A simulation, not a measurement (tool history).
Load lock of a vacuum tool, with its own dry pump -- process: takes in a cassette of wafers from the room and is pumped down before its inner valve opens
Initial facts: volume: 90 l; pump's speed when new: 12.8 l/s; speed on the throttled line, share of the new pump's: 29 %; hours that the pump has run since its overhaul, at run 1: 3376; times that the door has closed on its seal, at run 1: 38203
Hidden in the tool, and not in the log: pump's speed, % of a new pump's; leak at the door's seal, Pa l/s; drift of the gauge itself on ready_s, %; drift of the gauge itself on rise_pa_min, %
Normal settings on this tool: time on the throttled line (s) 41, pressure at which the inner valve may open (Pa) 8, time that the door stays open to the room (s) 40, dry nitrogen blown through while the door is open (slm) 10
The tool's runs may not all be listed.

run     hour  time on the throttled line (s)  pressure at which the inner valve may open (Pa)  time that the door stays open to the room (s)  dry nitrogen blown through while the door is open (slm)  hours that the pump has run since its overhaul  times that the door has closed on its seal  incoming humidity of the room's air, %  time from the closed door until the inner valve may open (s)  rise of the pressure with all valves shut (Pa/min)
  1      0.0                              41                                                8                                             40                                                       10                                            3376                                       38203                                    44.0                                                          96.8                                               0.449
  2    286.6                              41                                                8                                             30                                                       10                                            3662                                       39633                                    47.8                                                          98.3                                               0.461
  3    547.5                              41                                                6                                             40                                                       10                                            3923                                       40934                                    44.6                                                         100.0                                               0.499
  4   1015.9                              41                                                6                                             40                                                       10                                            4392                                       43271                                    43.4                                                          99.9                                               0.526
  5   1383.7                              41                                                8                                             40                                                        6                                            4760                                       45105                                    44.7                                                          96.9                                               0.578
  6   1934.4                              41                                                8                                             40                                                        6                                            5310                                       47852                                    49.9                                                          97.4                                               0.640
  7   2256.4                              41                                                8                                             40                                                       10                                            5632                                       49458                                    44.6                                                          97.4                                               0.664
      2473.6  -- door's seal changed, seat wiped
  8   2619.9                              41                                                8                                             40                                                       10                                            5994                                         730                                    45.8                                                          97.9                                               0.044
  9   3228.1                              41                                                8                                             40                                                       10                                            6603                                        3764                                    45.4                                                          97.2                                               0.057
 10   3634.5                              41                                                8                                             40                                                       10                                            7009                                        5791                                    42.8                                                          97.5                                               0.059
 11   4175.0                              41                                                8                                             40                                                       10                                            7549                                        8487                                    46.7                                                          97.6                                               0.081
 12   4582.6                              41                                                8                                             40                                                       10                                            7957                                       10520                                    46.3                                                          98.3                                               0.101
 13   4889.8                              41                                                8                                             40                                                       10                                            8264                                       12052                                    46.6                                                          98.4                                               0.116
 14   5341.8                              45                                                8                                             40                                                       10                                            8716                                       14307                                    43.3                                                         101.1                                               0.124
 15   5716.0                              41                                                8                                             40                                                       32                                            9090                                       16173                                    47.8                                                          99.3                                               0.138
 16   6227.1                              41                                                8                                             40                                                       32                                            9602                                       18723                                    46.1                                                          98.4                                               0.158
 17   6672.2                              41                                                8                                             40                                                       10                                           10047                                       20943                                    46.4                                                          98.7                                               0.193
 18   7171.2                              41                                                8                                             40                                                       10                                           10546                                       23432                                    45.2                                                          98.5                                               0.217
 19   7582.9                              29                                               16                                            145                                                        5                                           10957                                       25486                                    42.0                                                          83.9                                               0.281
 20   7882.2                              29                                               10                                             85                                                        5                                           11257                                       26979                                    45.3                                                          90.3                                               0.293
 21   8442.4                              29                                               10                                             85                                                        5                                           11817                                       29773                                    43.4                                                          88.9                                               0.334
 22   8847.5                              29                                               10                                             85                                                        5                                           12222                                       31794                                    46.6                                                          89.2                                               0.369
 23   9476.9                              41                                                8                                             63                                                       10                                           12851                                       34933                                    47.9                                                          99.8                                               0.403
 24   9886.1                              46                                                8                                             40                                                       10                                           13261                                       36974                                    43.1                                                         102.5                                               0.425
 25  10449.2                              41                                                7                                             33                                                       14                                           13824                                       39783                                    44.6                                                         100.6                                               0.463
 26  10776.1                              54                                                8                                             84                                                       21                                           14150                                       41413                                    43.9                                                         109.7                                               0.498
 27  11411.5                              32                                               14                                             79                                                       37                                           14786                                       44583                                    44.6                                                          89.2                                               0.545
 28  11801.3                              65                                                8                                             80                                                       10                                           15176                                       46527                                    44.5                                                         116.6                                               0.594
 29  12332.3                              65                                                8                                             80                                                       10                                           15707                                       49175                                    44.4                                                         116.4                                               0.644
     12584.9  -- door's seal changed, seat wiped
 30  12598.6                              25                                                7                                             32                                                       19                                           15972                                          69                                    43.6                                                          91.5                                               0.031
 31  13007.2                              79                                               10                                            189                                                       30                                           16380                                        2107                                    42.1                                                         125.3                                               0.050
 32  13264.3                              38                                                8                                            158                                                       10                                           16637                                        3389                                    43.5                                                          98.4                                               0.073
 33  13726.6                              48                                                8                                             36                                                       11                                           17100                                        5695                                    44.4                                                         105.1                                               0.068
 34  14286.7                              48                                                9                                            120                                                       11                                           17660                                        8489                                    46.3                                                         104.5                                               0.102
 35  14734.1                              45                                                8                                             34                                                       10                                           18107                                       10721                                    44.5                                                         103.2                                               0.097
 36  15292.5                              62                                                8                                             40                                                       10                                           18665                                       13506                                    43.5                                                         115.7                                               0.117

Alternative continuations, all from the tool just after run 36; predict every row:
  A  15672.9                              25                                                8                                             40                                                        8                                           19046                                       15403                                    45.6                                                             ?                                                   ?
  B  15672.9                              62                                               14                                             40                                                       10                                           19046                                       15403                                    44.1                                                             ?                                                   ?
  C  15672.9                              80                                                8                                             40                                                       10                                           19046                                       15403                                    45.8                                                             ?                                                   ?
  D  15672.9                              23                                                7                                             40                                                       10                                           19046                                       15403                                    43.9                                                             ?                                                   ?
  E  15672.9                              33                                                8                                            104                                                       10                                           19046                                       15403                                    48.2                                                             ?                                                   ?

run  time from the closed door until the inner valve may open (s)  rise of the pressure with all valves shut (Pa/min)
  A                                                          90.8                                               0.133
  B                                                         111.4                                               0.141
  C                                                         127.4                                               0.135
  D                                                          90.5                                               0.133
  E                                                          96.0                                               0.152
Without the tool's hidden state the same runs would have given:
run  time from the closed door until the inner valve may open (s)  rise of the pressure with all valves shut (Pa/min)
  A                                                          85.2                                               0.035
  B                                                         107.2                                               0.042
  C                                                         123.3                                               0.037
  D                                                          84.9                                               0.035
  E                                                          90.6                                               0.054

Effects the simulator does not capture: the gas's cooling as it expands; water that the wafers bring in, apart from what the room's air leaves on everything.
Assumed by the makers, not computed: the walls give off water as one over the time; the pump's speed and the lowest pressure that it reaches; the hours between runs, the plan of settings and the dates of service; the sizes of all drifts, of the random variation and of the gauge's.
